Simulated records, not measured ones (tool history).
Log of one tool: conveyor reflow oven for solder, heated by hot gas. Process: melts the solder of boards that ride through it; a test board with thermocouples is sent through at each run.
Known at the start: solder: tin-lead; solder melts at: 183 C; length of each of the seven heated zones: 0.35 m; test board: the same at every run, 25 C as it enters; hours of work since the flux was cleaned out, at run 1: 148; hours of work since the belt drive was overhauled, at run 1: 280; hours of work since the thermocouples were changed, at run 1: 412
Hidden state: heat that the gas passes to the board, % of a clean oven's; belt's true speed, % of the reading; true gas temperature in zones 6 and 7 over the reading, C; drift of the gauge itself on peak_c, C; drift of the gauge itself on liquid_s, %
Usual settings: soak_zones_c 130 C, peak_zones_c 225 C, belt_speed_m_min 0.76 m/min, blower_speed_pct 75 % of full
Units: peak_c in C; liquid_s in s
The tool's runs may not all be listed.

run     day  soak_zones_c  peak_zones_c  belt_speed_m_min  blower_speed_pct  hours of work since the flux was cleaned out  hours of work since the belt drive was overhauled  hours of work since the thermocouples were changed  peak_c  liquid_s
  1       0           130           225              0.76                75                                           148                                                280                                                 412   207.9      33.4
  2   3.529           130           225              0.76                75                                           212                                                344                                                 477   206.7      31.9
      6.788  -- flux residue cleaned out of gas plates and filters
  3   6.921           130           225              0.76                75                                             2                                                402                                                 535   205.4      31.1
  4   9.092           130           234              0.76                75                                            42                                                441                                                 574   211.9      35.4
  5  10.954           130           225              0.76                75                                            76                                                475                                                 608   203.8      29.4
  6  12.721           130           225              0.76                75                                           108                                                507                                                 640   204.6      28.9
  7  14.867           130           223              0.76                75                                           147                                                546                                                 679     201      27.3
     16.654  -- thermocouples of zones 6 and 7 changed
  8  17.321           130           223              0.76                75                                           190                                                590                                                  12   201.6      27.3
     19.325  -- flux residue cleaned out of gas plates and filters, once more
  9  19.871           130           223              0.76                75                                            10                                                632                                                  55   206.4      32.9
 10  22.258           130           223              0.76                75                                            53                                                676                                                  98   207.7      32.4
 11  23.754           130           223              0.76                78                                            81                                                703                                                 125   206.4      33.2
 12  26.383           119           225              0.76                75                                           128                                                750                                                 173   205.6      29.9
     27.079  -- belt drive overhauled, speed set with a stopwatch
 13  29.683           119           225              0.76                75                                           185                                                 47                                                 230   205.3      27.9
 14    31.6           140           225              0.76                75                                           220                                                 82                                                 265   207.8      35.9
 15  33.817           140           225              0.76                75                                           260                                                122                                                 305     208      34.9
     34.325  -- flux residue cleaned out of gas plates and filters
 16  37.662           140           239              0.76                57                                            61                                                189                                                 371   217.5      41.1
 17  40.375           140           239              0.76                57                                           110                                                238                                                 420   217.5      41.2
 18  42.446           130           239             0.634                57                                           148                                                275                                                 458   221.9      49.9
 19  43.967           130           225             0.807                64                                           175                                                303                                                 486   202.6      26.8
 20    46.5           130           225             0.807                64                                           221                                                349                                                 532   200.9      24.9
 21  48.758           130           225             0.807                64                                           262                                                390                                                 573   201.6      25.4
     49.138  -- flux residue cleaned out of gas plates and filters
 22  50.996           130           225             0.807                64                                            34                                                427                                                 610   203.9      27.4
 23  54.212           128           225              0.76                75                                            92                                                485                                                 668   206.6      31.9
 24  55.988           132           237             0.723                72                                           124                                                518                                                 700   218.7      42.7
     56.654  -- thermocouples of zones 6 and 7 changed
 25  59.379           132           237             0.723                72                                           185                                                578                                                  50   220.3      43.6
 26  61.392           130           227              0.76                75                                           221                                                614                                                  86   209.3      34.1
     64.112  -- flux residue cleaned out of gas plates and filters
 27  64.717           130           227              0.76                75                                            11                                                671                                                 143   211.2      36.8
 28  67.988           125           225              0.76                75                                            70                                                731                                                 202   207.6        33
     69.788  -- belt drive overhauled, speed set with a stopwatch
 29  71.425           125           223             0.793                67                                           130                                                 30                                                 262   202.3      25.9

4 ways to go on from here, each from the tool as it stands after run 29. What would each give?
  A  74.133           142           225             0.761                75                                           179                                                 79                                                 311       ?         ?
  B  74.133           130           225             0.817                75                                           179                                                 79                                                 311       ?         ?
  C  74.133           125           223             0.649                67                                           179                                                 79                                                 311       ?         ?
  D  74.133           130           225             0.709                75                                           179                                                 79                                                 311       ?         ?

run  peak_c  liquid_s
  A   209.4        38
  B   204.6      28.1
  C   207.3      38.9
  D   209.9        38
Without the tool's hidden state the same runs would have given:
run  peak_c  liquid_s
  A   211.6      39.8
  B   207.1      30.4
  C   209.4      41.1
  D   212.1        40
